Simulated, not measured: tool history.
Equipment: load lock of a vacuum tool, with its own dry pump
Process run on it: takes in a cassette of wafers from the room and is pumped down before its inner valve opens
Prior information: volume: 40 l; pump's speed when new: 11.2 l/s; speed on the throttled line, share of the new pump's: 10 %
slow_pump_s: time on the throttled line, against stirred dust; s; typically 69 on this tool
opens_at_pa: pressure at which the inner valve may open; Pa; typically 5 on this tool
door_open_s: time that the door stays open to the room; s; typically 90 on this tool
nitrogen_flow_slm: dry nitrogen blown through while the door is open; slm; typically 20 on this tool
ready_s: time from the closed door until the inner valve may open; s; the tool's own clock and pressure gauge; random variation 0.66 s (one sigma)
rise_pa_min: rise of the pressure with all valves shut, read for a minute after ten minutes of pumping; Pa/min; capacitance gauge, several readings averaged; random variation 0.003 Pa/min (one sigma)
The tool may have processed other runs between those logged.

run      day  slow_pump_s  opens_at_pa  door_open_s  nitrogen_flow_slm  incoming humidity of the room's air, %  ready_s  rise_pa_min
  1    0.000           69            5           90                 20                                    44.7     97.8        0.035
  2    6.112           69            5           90                 20                                    44.4     99.1        0.034
  3   10.662           65            5           90                 20                                    44.5     94.9        0.035
  4   14.679          121            5           90                 20                                    43.4    145.1        0.033
  5   22.075          121            6           90                 20                                    46.1    143.8        0.040
  6   29.271           89            6           90                 20                                    47.4    115.6        0.039
  7   34.783           89            6           90                 20                                    45.4    115.4        0.032
  8   39.121           43            5           90                 20                                    45.1     74.4        0.036
  9   42.550           69            5           90                 20                                    47.4     98.6        0.036
 10   48.158           69            5           90                 20                                    44.2     98.9        0.037
 11   53.788           69            5           90                 20                                    43.3     99.6        0.041
 12   59.908           69            5           90                 20                                    41.6     98.5        0.032
 13   63.938           69            5           90                 20                                    47.1     99.0        0.042
 14   70.679           69            5           90                 20                                    45.0     98.7        0.042
 15   76.521           69            5           90                 20                                    44.5     98.6        0.041
 16   82.367           69            5           90                 20                                    44.0     97.6        0.039
 17   85.904           69            5           90                 20                                    42.3     98.9        0.035
 18   92.683           69            5           90                 20                                    45.0     98.0        0.034
 19   96.229           69            5           90                 20                                    44.2     97.9        0.036
 20  100.308           69            4           70                 45                                    46.4     99.9        0.024

Run 21 comes next. What will it give?
 21  107.533           69            5          222                 20                                    45.9        ?            ?

Logged for run 21: ready_s 97.3 s, rise_pa_min 0.061 Pa/min.
Had the tool carried no hidden state, the very same run would have given ready_s 97.3 s, rise_pa_min 0.059 Pa/min.

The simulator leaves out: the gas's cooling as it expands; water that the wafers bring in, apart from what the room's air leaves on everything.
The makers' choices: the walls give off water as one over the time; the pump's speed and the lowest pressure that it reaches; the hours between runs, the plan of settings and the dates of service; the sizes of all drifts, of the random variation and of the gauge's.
